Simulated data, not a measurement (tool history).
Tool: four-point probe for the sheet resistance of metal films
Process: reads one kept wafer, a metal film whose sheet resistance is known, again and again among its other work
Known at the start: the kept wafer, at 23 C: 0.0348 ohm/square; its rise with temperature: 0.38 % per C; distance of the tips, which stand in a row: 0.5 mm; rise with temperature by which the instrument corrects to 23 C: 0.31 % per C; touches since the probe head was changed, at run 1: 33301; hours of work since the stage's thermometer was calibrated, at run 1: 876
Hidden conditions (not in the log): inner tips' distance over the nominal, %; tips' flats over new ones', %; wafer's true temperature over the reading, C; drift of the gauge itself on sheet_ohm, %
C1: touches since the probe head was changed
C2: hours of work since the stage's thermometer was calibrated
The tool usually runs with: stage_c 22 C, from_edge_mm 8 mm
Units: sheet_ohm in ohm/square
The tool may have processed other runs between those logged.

{"run": 1, "hour": 0.0, "stage_c": 22, "from_edge_mm": 8, "C1": 33301, "C2": 876, "sheet_ohm": 0.034645}
{"run": 2, "hour": 62.6, "stage_c": 19, "from_edge_mm": 8, "C1": 37012, "C2": 923, "sheet_ohm": 0.034561}
{"run": 3, "hour": 141.2, "stage_c": 19, "from_edge_mm": 8, "C1": 41677, "C2": 982, "sheet_ohm": 0.034566}
{"run": 4, "hour": 231.7, "stage_c": 19, "from_edge_mm": 36, "C1": 47042, "C2": 1050, "sheet_ohm": 0.034467}
{"run": 5, "hour": 313.4, "stage_c": 22, "from_edge_mm": 8, "C1": 51889, "C2": 1111, "sheet_ohm": 0.034611}
{"run": 6, "hour": 360.8, "stage_c": 22, "from_edge_mm": 8, "C1": 54702, "C2": 1147, "sheet_ohm": 0.034617}
{"run": 7, "hour": 445.0, "stage_c": 22, "from_edge_mm": 8, "C1": 59699, "C2": 1210, "sheet_ohm": 0.03461}
{"run": 8, "hour": 492.1, "stage_c": 22, "from_edge_mm": 8, "C1": 62489, "C2": 1246, "sheet_ohm": 0.034603}
{"hour": 498.6, "done": "stage's thermometer calibrated"}
{"run": 9, "hour": 577.6, "stage_c": 22, "from_edge_mm": 18, "C1": 67535, "C2": 59, "sheet_ohm": 0.034523}
{"run": 10, "hour": 648.3, "stage_c": 22, "from_edge_mm": 8, "C1": 71727, "C2": 113, "sheet_ohm": 0.034584}
{"hour": 668.7, "done": "stage's thermometer calibrated, once more"}
{"run": 11, "hour": 686.2, "stage_c": 34, "from_edge_mm": 8, "C1": 73948, "C2": 13, "sheet_ohm": 0.034896}
{"run": 12, "hour": 722.6, "stage_c": 34, "from_edge_mm": 12, "C1": 76105, "C2": 41, "sheet_ohm": 0.03486}
{"run": 13, "hour": 772.0, "stage_c": 34, "from_edge_mm": 12, "C1": 79035, "C2": 78, "sheet_ohm": 0.034846}
{"run": 14, "hour": 810.0, "stage_c": 22, "from_edge_mm": 5, "C1": 81286, "C2": 106, "sheet_ohm": 0.034701}
{"run": 15, "hour": 850.5, "stage_c": 21, "from_edge_mm": 3, "C1": 83693, "C2": 137, "sheet_ohm": 0.035003}
{"run": 16, "hour": 928.0, "stage_c": 28, "from_edge_mm": 36, "C1": 88289, "C2": 195, "sheet_ohm": 0.034675}
{"run": 17, "hour": 988.5, "stage_c": 32, "from_edge_mm": 7, "C1": 91874, "C2": 241, "sheet_ohm": 0.034855}
{"run": 18, "hour": 1034.3, "stage_c": 34, "from_edge_mm": 26, "C1": 94593, "C2": 275, "sheet_ohm": 0.034796}
{"run": 19, "hour": 1073.2, "stage_c": 34, "from_edge_mm": 26, "C1": 96902, "C2": 304, "sheet_ohm": 0.034789}
{"run": 20, "hour": 1124.2, "stage_c": 19, "from_edge_mm": 8, "C1": 99928, "C2": 343, "sheet_ohm": 0.034495}
{"run": 21, "hour": 1189.6, "stage_c": 19, "from_edge_mm": 8, "C1": 103808, "C2": 392, "sheet_ohm": 0.034491}
{"run": 22, "hour": 1248.0, "stage_c": 22, "from_edge_mm": 4, "C1": 107268, "C2": 436, "sheet_ohm": 0.034773}

Across each entry between runs, compare the hidden state at the last listed run before it with the hidden state at the first listed run after it:
Runs 8 to 9: stage's thermometer calibrated (hour 498.6)
  inner tips' distance over the nominal, %: -0.597 -> -0.613; tips' flats over new ones', %: 35 -> 38; wafer's true temperature over the reading, C: -0.2 -> -0.29
  measured less the result without the state, sheet_ohm: -0.000251 -> -0.000269 ohm/square
Runs 10 to 11: stage's thermometer calibrated, once more (hour 668.7)
  inner tips' distance over the nominal, %: -0.626 -> -0.632; tips' flats over new ones', %: 41 -> 42; wafer's true temperature over the reading, C: -0.3 -> -0.02
  measured less the result without the state, sheet_ohm: -0.000276 -> -0.000242 ohm/square

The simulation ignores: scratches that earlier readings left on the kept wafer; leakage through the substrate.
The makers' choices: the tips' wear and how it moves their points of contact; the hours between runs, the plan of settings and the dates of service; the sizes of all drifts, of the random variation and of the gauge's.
